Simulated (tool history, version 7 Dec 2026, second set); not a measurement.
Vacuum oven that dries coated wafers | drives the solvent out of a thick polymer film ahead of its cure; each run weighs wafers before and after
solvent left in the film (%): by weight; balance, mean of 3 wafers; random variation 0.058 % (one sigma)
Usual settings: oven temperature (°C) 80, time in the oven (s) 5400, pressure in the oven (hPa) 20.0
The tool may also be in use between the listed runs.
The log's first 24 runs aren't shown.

Run 25, hour 2303.3: usual settings but time in the oven (s) 9480. Result: solvent left in the film (%) 1.99.
Run 26, hour 2425.9: usual settings but time in the oven (s) 9480. Result: solvent left in the film (%) 2.02.
Run 27, hour 2514.1: usual settings but oven temperature (°C) 66, time in the oven (s) 4560, pressure in the oven (hPa) 48.4. Result: solvent left in the film (%) 13.88.
Run 28, hour 2631.7: usual settings but oven temperature (°C) 76, time in the oven (s) 8880, pressure in the oven (hPa) 25.4. Result: solvent left in the film (%) 3.97.
Run 29, hour 2716.6: usual settings but oven temperature (°C) 81, time in the oven (s) 2880, pressure in the oven (hPa) 13.4. Result: solvent left in the film (%) 7.92.
Run 30, hour 2796.3: usual settings but oven temperature (°C) 83. Result: solvent left in the film (%) 3.34.
Run 31, hour 2860.8: usual settings but oven temperature (°C) 83, pressure in the oven (hPa) 41.6. Result: solvent left in the film (%) 4.05.
Run 32, hour 2957.4: usual settings but oven temperature (°C) 83, time in the oven (s) 8880, pressure in the oven (hPa) 32.4. Result: solvent left in the film (%) 2.03.
Run 33, hour 3014.1: usual settings but time in the oven (s) 6600, pressure in the oven (hPa) 20.7. Result: solvent left in the film (%) 3.58.
Run 34, hour 3123.9: usual settings but oven temperature (°C) 66, time in the oven (s) 4560, pressure in the oven (hPa) 45.9. Result: solvent left in the film (%) 13.55.
Run 35, hour 3227.5: usual settings but oven temperature (°C) 66, time in the oven (s) 4560, pressure in the oven (hPa) 45.9. Result: solvent left in the film (%) 13.82.
Run 36, hour 3326.2: usual settings but oven temperature (°C) 68, time in the oven (s) 6540, pressure in the oven (hPa) 59.3. Result: solvent left in the film (%) 11.34.
Run 37, hour 3388.1: usual settings but oven temperature (°C) 68, time in the oven (s) 6540, pressure in the oven (hPa) 59.3. Result: solvent left in the film (%) 11.34.
Run 38, hour 3459.6: usual settings but time in the oven (s) 6420, pressure in the oven (hPa) 31.4. Result: solvent left in the film (%) 4.06.
Run 39, hour 3586.1: usual settings but time in the oven (s) 6420, pressure in the oven (hPa) 31.4. Result: solvent left in the film (%) 3.99.

Forecast each of these 4 alternatives for the next run:
Run A, hour 3714.3: usual settings but oven temperature (°C) 82, time in the oven (s) 4380, pressure in the oven (hPa) 39.9. Result: solvent left in the film (%) ?.
Run B, hour 3714.3: usual settings but oven temperature (°C) 95. Result: solvent left in the film (%) ?.
Run C, hour 3714.3: usual settings but time in the oven (s) 6000, pressure in the oven (hPa) 31.4. Result: solvent left in the film (%) ?.
Run D, hour 3714.3: usual settings but oven temperature (°C) 89, time in the oven (s) 5580, pressure in the oven (hPa) 44.4. Result: solvent left in the film (%) ?.

run  solvent left in the film (%)
  A                          5.53
  B                          0.70
  C                          4.31
  D                          2.06
Without the tool's hidden state the same runs would have given:
run  solvent left in the film (%)
  A                          6.02
  B                          0.73
  C                          4.74
  D                          2.25

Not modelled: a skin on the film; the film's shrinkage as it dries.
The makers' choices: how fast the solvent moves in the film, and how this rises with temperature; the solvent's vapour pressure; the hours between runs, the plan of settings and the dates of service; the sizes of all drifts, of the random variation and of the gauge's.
